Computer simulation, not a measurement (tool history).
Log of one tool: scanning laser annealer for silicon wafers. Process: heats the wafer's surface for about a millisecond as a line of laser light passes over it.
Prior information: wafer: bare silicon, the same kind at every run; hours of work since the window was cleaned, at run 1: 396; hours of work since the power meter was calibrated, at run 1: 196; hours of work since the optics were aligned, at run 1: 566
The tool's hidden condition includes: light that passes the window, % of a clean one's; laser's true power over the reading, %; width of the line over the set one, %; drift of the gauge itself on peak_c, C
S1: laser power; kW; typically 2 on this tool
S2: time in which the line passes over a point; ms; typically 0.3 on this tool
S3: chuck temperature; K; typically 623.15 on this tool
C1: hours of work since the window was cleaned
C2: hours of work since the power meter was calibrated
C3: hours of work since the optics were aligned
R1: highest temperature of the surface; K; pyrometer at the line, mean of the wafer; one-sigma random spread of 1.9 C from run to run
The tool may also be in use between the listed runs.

Run 1, hour 0: usual settings; C1 396; C2 196; C3 566. Result: R1 1447.15 K.
Run 2, hour 15.9: usual settings; C1 404; C2 203; C3 573. Result: R1 1451.15 K.
Run 3, hour 31: usual settings; C1 411; C2 211; C3 580. Result: R1 1451.15 K.
Run 4, hour 38.7: usual settings; C1 415; C2 214; C3 584. Result: R1 1448.15 K.
Run 5, hour 45.4: usual settings; C1 418; C2 218; C3 587. Result: R1 1452.15 K.
Run 6, hour 53.3: usual settings; C1 422; C2 221; C3 591. Result: R1 1449.15 K.
Run 7, hour 65.5: usual settings; C1 428; C2 227; C3 597. Result: R1 1446.15 K.
Run 8, hour 74.7: usual settings; C1 432; C2 232; C3 601. Result: R1 1452.15 K.
Run 9, hour 87: usual settings; C1 438; C2 237; C3 607. Result: R1 1445.15 K.
Run 10, hour 97.7: usual settings; C1 443; C2 243; C3 612. Result: R1 1451.15 K.
Run 11, hour 113.4: usual settings but S2 0.224 ms; C1 451; C2 250; C3 620. Result: R1 1325.15 K.
Run 12, hour 124.2: usual settings but S1 1.993 kW; C1 456; C2 255; C3 625. Result: R1 1447.15 K.
Run 13, hour 139.8: usual settings but S2 0.279 ms; C1 463; C2 263; C3 632. Result: R1 1416.15 K.
Run 14, hour 151: usual settings but S2 0.277 ms; C1 469; C2 268; C3 638. Result: R1 1415.15 K.
Run 15, hour 167.3: usual settings but S2 0.277 ms; C1 476; C2 276; C3 646. Result: R1 1412.15 K.
Run 16, hour 176.5: usual settings but S1 1.958 kW; C1 481; C2 280; C3 650. Result: R1 1432.15 K.
Run 17, hour 191.2: usual settings; C1 488; C2 287; C3 657. Result: R1 1450.15 K.
Run 18, hour 207.2: usual settings but S1 2.141 kW; C1 495; C2 295; C3 665. Result: R1 1515.15 K.
Run 19, hour 221.2: usual settings but S1 2.141 kW, S3 608.15 K; C1 502; C2 302; C3 671. Result: R1 1499.15 K.
Run 20, hour 236.4: usual settings but S1 2.141 kW, S3 608.15 K; C1 509; C2 309; C3 679. Result: R1 1499.15 K.
Run 21, hour 243.4: usual settings but S1 1.865 kW, S2 0.229 ms; C1 513; C2 312; C3 682. Result: R1 1280.15 K.
Run 22, hour 251.6: usual settings but S2 0.29 ms, S3 583.15 K; C1 517; C2 316; C3 686. Result: R1 1394.15 K.
Run 23, hour 259.3: usual settings but S2 0.256 ms, S3 583.15 K; C1 520; C2 320; C3 689. Result: R1 1339.15 K.
Run 24, hour 274.1: usual settings but S2 0.256 ms, S3 583.15 K; C1 527; C2 327; C3 697. Result: R1 1339.15 K.
Run 25, hour 282.9: usual settings but S1 1.902 kW, S2 0.256 ms, S3 662.15 K; C1 532; C2 331; C3 701. Result: R1 1379.15 K.
Run 26, hour 289.9: usual settings but S1 1.902 kW, S2 0.296 ms, S3 647.15 K; C1 535; C2 334; C3 704. Result: R1 1423.15 K.
Run 27, hour 306.2: usual settings but S1 1.771 kW, S2 0.31 ms, S3 661.15 K; C1 543; C2 342; C3 712. Result: R1 1396.15 K.
Run 28, hour 322.6: usual settings but S2 0.306 ms, S3 639.15 K; C1 551; C2 350; C3 720. Result: R1 1475.15 K.
Run 29, hour 337.4: usual settings but S2 0.267 ms, S3 619.15 K; C1 558; C2 357; C3 727. Result: R1 1394.15 K.
Run 30, hour 346.5: usual settings but S1 1.956 kW, S2 0.284 ms, S3 635.15 K; C1 562; C2 361; C3 731. Result: R1 1418.15 K.

Estimate the outcome of run 31 from the log above:
Run 31, hour 356.6: usual settings but S3 612.15 K; C1 567; C2 366; C3 736. Result: R1 ?.

{"run 31": {"R1": 1435.15}}
Take away the tool's hidden state, keep the run-to-run variation as it was, and the same run would have given R1 1437.15 K.
